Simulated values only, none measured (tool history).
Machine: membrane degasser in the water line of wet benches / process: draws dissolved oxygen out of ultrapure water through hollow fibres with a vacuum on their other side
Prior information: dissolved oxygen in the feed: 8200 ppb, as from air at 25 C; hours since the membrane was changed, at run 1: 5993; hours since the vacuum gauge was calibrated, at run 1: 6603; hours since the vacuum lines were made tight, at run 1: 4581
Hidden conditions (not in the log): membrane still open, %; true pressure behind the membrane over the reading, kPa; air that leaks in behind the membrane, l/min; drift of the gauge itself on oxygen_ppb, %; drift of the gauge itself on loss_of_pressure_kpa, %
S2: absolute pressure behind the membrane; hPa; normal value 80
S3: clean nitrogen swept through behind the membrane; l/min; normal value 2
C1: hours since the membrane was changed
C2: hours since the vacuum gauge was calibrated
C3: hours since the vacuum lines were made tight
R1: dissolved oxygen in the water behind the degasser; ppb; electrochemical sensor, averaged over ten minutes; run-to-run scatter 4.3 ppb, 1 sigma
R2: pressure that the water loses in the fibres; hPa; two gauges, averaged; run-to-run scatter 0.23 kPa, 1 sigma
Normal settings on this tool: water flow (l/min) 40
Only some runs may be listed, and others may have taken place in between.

Run 1, hour 0: usual settings; C1 5993; C2 6603; C3 4581. Result: R1 427.6 ppb, R2 593.5 hPa.
Run 2, hour 260.2: usual settings but water flow (l/min) 25; C1 6253; C2 6863; C3 4841. Result: R1 204.1 ppb, R2 370.5 hPa.
Run 3, hour 552.7: usual settings but water flow (l/min) 25; C1 6546; C2 7155; C3 5133. Result: R1 208.9 ppb, R2 370 hPa.
Run 4, hour 750.8: usual settings but water flow (l/min) 60; C1 6744; C2 7353; C3 5331. Result: R1 751.8 ppb, R2 895.9 hPa.
At hour 881.2: seals of the vacuum lines changed.
Run 5, hour 1070.6: usual settings but S3 2.88 l/min; C1 7061; C2 7671; C3 189. Result: R1 375.6 ppb, R2 600.9 hPa.
Run 6, hour 1224: usual settings but S3 2.88 l/min; C1 7215; C2 7825; C3 343. Result: R1 371.6 ppb, R2 599.9 hPa.
Run 7, hour 1398.9: usual settings but S3 2.88 l/min; C1 7390; C2 7999; C3 518. Result: R1 368.5 ppb, R2 597.3 hPa.
Run 8, hour 1645.3: usual settings but S3 2.88 l/min; C1 7636; C2 8246; C3 764. Result: R1 370.6 ppb, R2 599.2 hPa.
Run 9, hour 1865.6: usual settings but S3 2.13 l/min; C1 7856; C2 8466; C3 984. Result: R1 416.2 ppb, R2 601 hPa.
Run 10, hour 2015.4: usual settings; C1 8006; C2 8616; C3 1134. Result: R1 429.9 ppb, R2 600.4 hPa.
Run 11, hour 2156.3: usual settings but S2 67.3 hPa; C1 8147; C2 8757; C3 1275. Result: R1 372.7 ppb, R2 604.1 hPa.
At hour 2177.3: vacuum gauge calibrated.
Run 12, hour 2337.7: usual settings; C1 8328; C2 160; C3 1456. Result: R1 435.3 ppb, R2 607.6 hPa.
Run 13, hour 2514.9: usual settings; C1 8505; C2 338; C3 1633. Result: R1 425.9 ppb, R2 602.5 hPa.
Run 14, hour 2769.7: usual settings but water flow (l/min) 49, S2 143.6 hPa; C1 8760; C2 592; C3 1888. Result: R1 852 ppb, R2 739.9 hPa.
Run 15, hour 2912.6: usual settings but water flow (l/min) 38, S2 111.7 hPa, S3 0.81 l/min; C1 8903; C2 735; C3 2031. Result: R1 854.4 ppb, R2 572.6 hPa.
Run 16, hour 3248.8: usual settings but water flow (l/min) 55, S2 72.6 hPa, S3 0.92 l/min; C1 9239; C2 1071; C3 2367. Result: R1 815.2 ppb, R2 835.3 hPa.
Run 17, hour 3430.8: usual settings but water flow (l/min) 32, S2 110.7 hPa, S3 4.53 l/min; C1 9421; C2 1253; C3 2549. Result: R1 264.6 ppb, R2 482.7 hPa.

The next listed run, before its measurement:
At hour 3663.1: membrane cartridge changed.
Run 18, hour 3746.9: usual settings but water flow (l/min) 32, S2 110.7 hPa, S3 5.15 l/min; C1 84; C2 1566; C3 2861. Result: R1 ?, R2 ?.

{"run 18": {"R1": 247.7, "R2": 482.1}}
Had the tool carried no hidden state, the very same run would have given R1 247.6 ppb, R2 473.4 hPa.
